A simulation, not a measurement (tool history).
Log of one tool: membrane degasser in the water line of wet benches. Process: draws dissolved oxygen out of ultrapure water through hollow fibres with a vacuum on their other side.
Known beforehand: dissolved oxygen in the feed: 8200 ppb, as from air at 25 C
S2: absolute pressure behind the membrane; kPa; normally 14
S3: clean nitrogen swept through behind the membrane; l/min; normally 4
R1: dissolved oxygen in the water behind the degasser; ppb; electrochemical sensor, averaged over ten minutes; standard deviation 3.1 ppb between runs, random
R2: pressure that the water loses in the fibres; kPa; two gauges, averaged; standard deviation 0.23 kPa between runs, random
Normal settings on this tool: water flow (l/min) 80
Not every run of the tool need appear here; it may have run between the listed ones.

run 1 hour=0 | water_flow_(l/min)=80 S2=14 S3=4 | R1=509.2 R2=59.29
run 2 hour=132.8 | water_flow_(l/min)=80 S2=31.2 S3=4 | R1=1138.9 R2=60.03
run 3 hour=274.1 | water_flow_(l/min)=80 S2=31.2 S3=4 | R1=1131.8 R2=59.76
run 4 hour=408.7 | water_flow_(l/min)=80 S2=31.2 S3=4 | R1=1137.2 R2=59.78
run 5 hour=584.1 | water_flow_(l/min)=80 S2=31.2 S3=4 | R1=1144 R2=59.58
run 6 hour=673.3 | water_flow_(l/min)=80 S2=31.2 S3=4 | R1=1135.8 R2=59.65
run 7 hour=845.7 | water_flow_(l/min)=52 S2=14 S3=4 | R1=325.9 R2=38.85
run 8 hour=1006.8 | water_flow_(l/min)=52 S2=14 S3=4 | R1=328.3 R2=38.88
run 9 hour=1172.8 | water_flow_(l/min)=52 S2=14 S3=4 | R1=327.3 R2=38.85
run 10 hour=1314.9 | water_flow_(l/min)=52 S2=14 S3=4 | R1=328.3 R2=39.22
run 11 hour=1473.6 | water_flow_(l/min)=52 S2=14 S3=4 | R1=329.1 R2=39.5
run 12 hour=1557.9 | water_flow_(l/min)=88 S2=31.9 S3=4.09 | R1=1238.9 R2=66.07
run 13 hour=1726.7 | water_flow_(l/min)=88 S2=31.9 S3=4.09 | R1=1253.2 R2=66.32
run 14 hour=1878.8 | water_flow_(l/min)=88 S2=31.9 S3=4.09 | R1=1247.9 R2=66.28
run 15 hour=2053 | water_flow_(l/min)=69 S2=11.8 S3=4 | R1=352.6 R2=51.86
run 16 hour=2166.7 | water_flow_(l/min)=69 S2=11.8 S3=4 | R1=354.8 R2=51.88
run 17 hour=2273 | water_flow_(l/min)=69 S2=11.8 S3=4 | R1=357.7 R2=51.89
run 18 hour=2403.6 | water_flow_(l/min)=66 S2=13.7 S3=4 | R1=406.1 R2=49.62
run 19 hour=2592.1 | water_flow_(l/min)=66 S2=13.7 S3=4 | R1=408.9 R2=49.71
run 20 hour=2746.2 | water_flow_(l/min)=66 S2=13.7 S3=4 | R1=405.7 R2=50.06
run 21 hour=2873.7 | water_flow_(l/min)=66 S2=13.7 S3=4 | R1=408.5 R2=49.72

Below, each run's measurement less what the same run would have read without the hidden state. Both values contain the same run-to-run variation, but the gauge's scatter may not be the same in both:
The tool's hidden condition here consists of: membrane still open, %; true pressure behind the membrane over the reading, kPa; air that leaks in behind the membrane, l/min; drift of the gauge itself on oxygen_ppb, %; drift of the gauge itself on loss_of_pressure_kpa, %.
run=1 R1=+3.7 R2=+0.59
run=2 R1=+7.1 R2=+0.64
run=3 R1=+7.4 R2=+0.68
run=4 R1=+7.9 R2=+0.72
run=5 R1=+8.4 R2=+0.77
run=6 R1=+8.6 R2=+0.81
run=7 R1=+4.4 R2=+0.56
run=8 R1=+4.7 R2=+0.58
run=9 R1=+5 R2=+0.63
run=10 R1=+5.3 R2=+0.66
run=11 R1=+5.5 R2=+0.7
run=12 R1=+11.7 R2=+1.19
run=13 R1=+12.3 R2=+1.26
run=14 R1=+12.7 R2=+1.3
run=15 R1=+7.7 R2=+1.06
run=16 R1=+8 R2=+1.1
run=17 R1=+8.3 R2=+1.13
run=18 R1=+8.5 R2=+1.12
run=19 R1=+9.1 R2=+1.16
run=20 R1=+9.3 R2=+1.21
run=21 R1=+9.7 R2=+1.24

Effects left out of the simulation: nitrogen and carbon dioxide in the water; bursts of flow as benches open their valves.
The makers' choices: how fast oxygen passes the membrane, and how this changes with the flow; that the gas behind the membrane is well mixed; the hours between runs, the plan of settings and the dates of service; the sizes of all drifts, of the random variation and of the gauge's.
